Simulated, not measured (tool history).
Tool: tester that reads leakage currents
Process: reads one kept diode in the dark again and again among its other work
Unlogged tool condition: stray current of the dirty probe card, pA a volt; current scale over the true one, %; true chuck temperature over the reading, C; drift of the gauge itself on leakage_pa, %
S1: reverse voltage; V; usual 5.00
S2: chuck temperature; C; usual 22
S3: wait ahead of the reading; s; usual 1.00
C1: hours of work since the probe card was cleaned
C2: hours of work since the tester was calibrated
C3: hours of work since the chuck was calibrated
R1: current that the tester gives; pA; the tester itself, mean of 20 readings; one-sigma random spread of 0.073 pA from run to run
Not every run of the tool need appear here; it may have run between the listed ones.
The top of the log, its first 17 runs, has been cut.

run	day	S1	S2	S3	C1	C2	C3	R1
# day 28.700: probe card cleaned and baked
18	28.958	5.00	25	1.00	5	697	1198	23.45
19	30.033	5.00	22	1.00	24	716	1217	18.49
20	31.217	19.32	22	1.00	45	738	1238	41.35
21	33.179	5.00	28	1.00	80	773	1273	29.84
22	34.250	5.00	43	0.43	99	792	1292	96.60
23	35.354	5.00	43	0.43	119	812	1312	97.18
24	37.675	1.09	59	0.43	161	853	1354	132.08
25	39.883	1.09	59	0.43	200	893	1393	132.30
26	41.412	3.92	20	1.00	228	920	1421	14.11
27	43.642	16.96	20	1.00	268	960	1461	34.65
28	44.750	3.59	25	1.29	288	980	1481	19.76
29	46.675	3.59	22	1.96	322	1015	1515	15.43
30	48.817	3.59	22	0.33	361	1053	1554	17.94
31	49.854	9.65	49	0.61	379	1072	1572	215.14
32	51.246	9.65	49	0.61	404	1097	1597	215.32
33	53.092	9.65	49	0.61	437	1130	1630	214.81
34	54.412	14.78	20	1.00	461	1153	1654	32.73
35	56.717	5.00	22	1.21	502	1195	1695	19.33
36	58.321	5.00	32	1.77	531	1223	1724	41.77
37	59.375	8.79	39	9.13	550	1242	1743	96.24
38	60.342	8.79	39	9.13	567	1260	1760	95.41
39	61.554	1.11	58	0.61	589	1281	1782	126.50
40	62.971	1.11	58	0.61	614	1307	1807	125.76
41	65.233	5.00	57	3.25	655	1347	1848	262.81

Branching from run 41: 3 alternative next runs. What would each branch give?
A	67.508	4.00	22	1.31	696	1388	1889	?
B	67.508	19.73	41	0.98	696	1388	1889	?
C	67.508	5.00	20	1.00	696	1388	1889	?

run	R1
A	17.21
B	180.62
C	17.50
Stripped of hidden state, with their random variation kept, the same runs would have yielded:
run	R1
A	15.44
B	168.81
C	15.48
